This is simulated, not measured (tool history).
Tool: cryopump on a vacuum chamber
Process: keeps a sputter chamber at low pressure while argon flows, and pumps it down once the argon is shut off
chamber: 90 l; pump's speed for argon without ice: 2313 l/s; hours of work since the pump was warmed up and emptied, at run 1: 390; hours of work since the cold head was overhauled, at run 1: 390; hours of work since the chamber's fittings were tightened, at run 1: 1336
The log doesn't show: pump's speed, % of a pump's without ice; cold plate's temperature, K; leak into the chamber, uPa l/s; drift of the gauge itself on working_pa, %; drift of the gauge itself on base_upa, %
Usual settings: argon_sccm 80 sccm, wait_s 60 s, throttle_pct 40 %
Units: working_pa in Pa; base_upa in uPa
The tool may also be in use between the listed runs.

run,hour,argon_sccm,wait_s,throttle_pct,hours of work since the pump was warmed up and emptied,hours of work since the cold head was overhauled,hours of work since the chamber's fittings were tightened,working_pa,base_upa
1,0.0,80,60,40,390,390,1336,0.1567,0.78
2,16.9,80,60,53,403,403,1348,0.1209,0.74
3,32.8,80,60,53,414,414,1360,0.1231,0.78
4,44.4,80,60,53,423,423,1368,0.1222,0.78
5,55.1,80,60,53,431,431,1376,0.1230,0.80
6,69.6,80,60,53,441,441,1387,0.1231,0.81
7,88.4,80,60,53,455,455,1400,0.1246,0.82
8,105.0,72,49,55,467,467,1413,0.1072,0.88
9,120.9,147,80,28,479,479,1424,0.4074,0.78
10,131.3,80,191,40,486,486,1432,0.1609,0.63
11,147.4,119,228,40,498,498,1444,0.2403,0.64
12,156.6,57,202,58,505,505,1450,0.0830,0.65
13,176.5,57,202,58,519,519,1465,0.0844,0.67

5 ways to go on from here, each from the tool as it stands after run 13. What would each give?
A,184.8,37,45,46,525,525,1471,?,?
B,184.8,75,202,42,525,525,1471,?,?
C,184.8,80,60,17,525,525,1471,?,?
D,184.8,98,60,56,525,525,1471,?,?
E,184.8,46,142,27,525,525,1471,?,?

run,working_pa,base_upa
A,0.0663,0.93
B,0.1462,0.63
C,0.3603,0.87
D,0.1464,0.83
E,0.1341,0.70
Without the tool's hidden state the same runs would have given:
run,working_pa,base_upa
A,0.0590,0.48
B,0.1312,0.19
C,0.3443,0.42
D,0.1271,0.37
E,0.1250,0.24
